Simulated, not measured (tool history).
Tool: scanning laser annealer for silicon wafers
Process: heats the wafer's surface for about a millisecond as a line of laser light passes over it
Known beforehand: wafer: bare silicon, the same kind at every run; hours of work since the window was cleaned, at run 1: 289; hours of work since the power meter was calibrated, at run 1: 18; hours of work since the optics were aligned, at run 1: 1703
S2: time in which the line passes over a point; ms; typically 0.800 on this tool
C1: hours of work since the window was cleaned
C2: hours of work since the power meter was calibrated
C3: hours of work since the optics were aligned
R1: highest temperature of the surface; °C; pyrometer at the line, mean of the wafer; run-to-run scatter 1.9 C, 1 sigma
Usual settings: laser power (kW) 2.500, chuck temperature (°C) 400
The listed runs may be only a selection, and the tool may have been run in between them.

Run 1, hour 0.0: usual settings; C1 289; C2 18; C3 1703. Result: R1 1092 °C.
Run 2, hour 13.3: usual settings; C1 299; C2 28; C3 1713. Result: R1 1091 °C.
Run 3, hour 21.2: usual settings; C1 304; C2 33; C3 1719. Result: R1 1091 °C.
Run 4, hour 33.8: usual settings; C1 314; C2 43; C3 1729. Result: R1 1090 °C.
Run 5, hour 48.2: usual settings but laser power (kW) 2.501; C1 325; C2 54; C3 1739. Result: R1 1090 °C.
Run 6, hour 55.8: usual settings but laser power (kW) 2.501; C1 330; C2 59; C3 1745. Result: R1 1090 °C.
Run 7, hour 63.9: usual settings but chuck temperature (°C) 371; C1 337; C2 66; C3 1751. Result: R1 1060 °C.
Run 8, hour 71.5: usual settings; C1 342; C2 71; C3 1757. Result: R1 1087 °C.
Run 9, hour 89.1: usual settings but S2 0.585 ms; C1 355; C2 84; C3 1770. Result: R1 987 °C.
Run 10, hour 105.7: usual settings but laser power (kW) 2.128, S2 0.629 ms, chuck temperature (°C) 424; C1 368; C2 97; C3 1783. Result: R1 928 °C.
Run 11, hour 122.4: usual settings but laser power (kW) 2.128, S2 0.629 ms, chuck temperature (°C) 424; C1 380; C2 109; C3 1795. Result: R1 929 °C.
Run 12, hour 136.5: usual settings but laser power (kW) 2.283, S2 0.930 ms, chuck temperature (°C) 386; C1 391; C2 120; C3 1806. Result: R1 1056 °C.
Run 13, hour 146.0: usual settings but laser power (kW) 2.293, S2 0.832 ms, chuck temperature (°C) 423; C1 398; C2 127; C3 1813. Result: R1 1055 °C.
Run 14, hour 158.8: usual settings but laser power (kW) 2.569; C1 408; C2 137; C3 1822. Result: R1 1105 °C.
Run 15, hour 167.0: usual settings but laser power (kW) 2.665, chuck temperature (°C) 382; C1 414; C2 143; C3 1829. Result: R1 1117 °C.

Alternative continuations, all from the tool just after run 15; predict every row:
At hour 183.5: optics aligned, line set to its width.
Run A, hour 183.5: usual settings but chuck temperature (°C) 369; C1 423; C2 151; C3 0. Result: R1 ?.
At hour 183.5: optics aligned, line set to its width.
Run B, hour 183.5: usual settings but S2 0.670 ms; C1 423; C2 151; C3 0. Result: R1 ?.
At hour 183.5: optics aligned, line set to its width.
Run C, hour 183.5: usual settings but laser power (kW) 2.130, S2 0.937 ms, chuck temperature (°C) 414; C1 423; C2 151; C3 0. Result: R1 ?.
At hour 183.5: optics aligned, line set to its width.
Run D, hour 183.5: usual settings but laser power (kW) 2.665, S2 0.878 ms, chuck temperature (°C) 411; C1 423; C2 151; C3 0. Result: R1 ?.

run    R1
  A  1074
  B  1043
  C  1051
  D  1206
With the hidden condition removed and each run's random variation left untouched, the same runs would have given:
run    R1
  A  1093
  B  1061
  C  1068
  D  1229

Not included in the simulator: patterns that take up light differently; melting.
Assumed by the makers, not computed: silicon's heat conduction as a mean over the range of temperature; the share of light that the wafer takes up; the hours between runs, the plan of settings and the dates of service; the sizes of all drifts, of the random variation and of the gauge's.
